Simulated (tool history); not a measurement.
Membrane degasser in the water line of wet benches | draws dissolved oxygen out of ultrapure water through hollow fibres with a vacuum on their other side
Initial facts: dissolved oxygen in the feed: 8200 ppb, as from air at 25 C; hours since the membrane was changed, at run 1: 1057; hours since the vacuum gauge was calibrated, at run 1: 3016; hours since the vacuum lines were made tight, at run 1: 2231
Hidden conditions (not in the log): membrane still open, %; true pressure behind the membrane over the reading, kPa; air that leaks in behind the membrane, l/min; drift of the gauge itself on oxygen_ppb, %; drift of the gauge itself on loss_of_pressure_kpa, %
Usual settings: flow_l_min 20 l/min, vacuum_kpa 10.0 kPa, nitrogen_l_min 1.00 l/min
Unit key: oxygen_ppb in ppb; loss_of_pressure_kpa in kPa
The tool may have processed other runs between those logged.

run	hour	flow_l_min	vacuum_kpa	nitrogen_l_min	hours since the membrane was changed	hours since the vacuum gauge was calibrated	hours since the vacuum lines were made tight	oxygen_ppb	loss_of_pressure_kpa
1	0.0	20	10.0	1.00	1057	3016	2231	314.1	42.12
2	246.0	20	10.0	0.45	1303	3262	2477	582.3	42.26
3	529.8	20	10.0	2.83	1587	3546	2761	126.9	42.55
4	734.6	20	8.5	1.00	1792	3751	2966	250.0	42.57
5	962.3	20	8.5	1.00	2019	3979	3194	252.2	43.01
6	1234.7	15	10.0	1.00	2292	4251	3466	248.8	32.15
7	1476.6	15	10.0	1.00	2534	4493	3708	244.6	32.04
8	1731.3	15	10.0	1.00	2788	4748	3963	248.3	31.91
9	1883.2	20	10.0	2.67	2940	4900	4115	135.8	43.06
10	2020.1	20	10.0	0.63	3077	5036	4251	468.0	43.25
# hour 2143.4: seals of the vacuum lines changed
11	2259.3	20	10.0	0.42	3314	5274	116	626.3	43.17
12	2494.5	20	10.0	0.42	3549	5509	351	638.0	43.24
# hour 2506.6: vacuum gauge calibrated
13	2733.2	20	10.0	0.42	3788	227	589	659.9	43.07
14	2910.0	20	10.0	0.42	3964	403	766	637.1	43.38
# hour 3034.4: vacuum gauge calibrated, once more
15	3137.4	20	10.0	0.42	4191	103	993	594.4	43.51
16	3387.4	29	10.0	1.00	4441	353	1243	445.4	62.82
17	3660.6	29	17.5	0.56	4715	626	1516	1275.4	63.10
18	3805.7	30	17.5	0.56	4860	771	1661	1320.5	65.19
19	3973.5	30	17.5	0.56	5027	939	1829	1312.0	65.26
20	4215.7	30	17.5	0.56	5270	1181	2071	1329.4	65.87
21	4468.5	13	12.9	0.42	5522	1434	2324	605.5	28.45
22	4629.6	13	9.8	1.69	5684	1595	2485	126.6	28.50
23	4790.1	20	10.8	1.00	5844	1756	2646	339.0	43.70
24	5007.3	20	6.5	1.00	6061	1973	2863	162.2	43.82
25	5179.1	20	12.5	2.97	6233	2145	3035	161.1	44.25
26	5355.6	20	22.9	0.76	6410	2321	3211	1029.8	43.95
27	5594.4	20	22.9	0.76	6648	2560	3450	1026.3	43.94
28	5827.0	16	20.7	1.32	6881	2793	3683	486.4	35.74
29	6037.8	22	6.6	1.00	7092	3003	3893	189.8	48.47
30	6246.9	16	7.5	1.00	7301	3212	4102	172.8	35.54
31	6381.8	24	24.2	1.00	7436	3347	4237	1036.2	53.23
# hour 6521.8: seals of the vacuum lines changed
32	6536.6	21	9.5	2.91	7589	3500	15	122.5	47.09

3 ways to go on from here, each from the tool as it stands after run 32. What would each give?
A	6790.8	19	21.7	2.91	7843	3754	269	?	?
B	6790.8	18	18.3	1.69	7843	3754	269	?	?
C	6790.8	27	7.0	1.00	7843	3754	269	?	?

run	oxygen_ppb	loss_of_pressure_kpa
A	290.7	42.15
B	379.9	40.05
C	263.9	59.78
Without the tool's unlogged condition, the same runs would have read:
run	oxygen_ppb	loss_of_pressure_kpa
A	283.5	39.83
B	369.9	37.86
C	235.3	56.49

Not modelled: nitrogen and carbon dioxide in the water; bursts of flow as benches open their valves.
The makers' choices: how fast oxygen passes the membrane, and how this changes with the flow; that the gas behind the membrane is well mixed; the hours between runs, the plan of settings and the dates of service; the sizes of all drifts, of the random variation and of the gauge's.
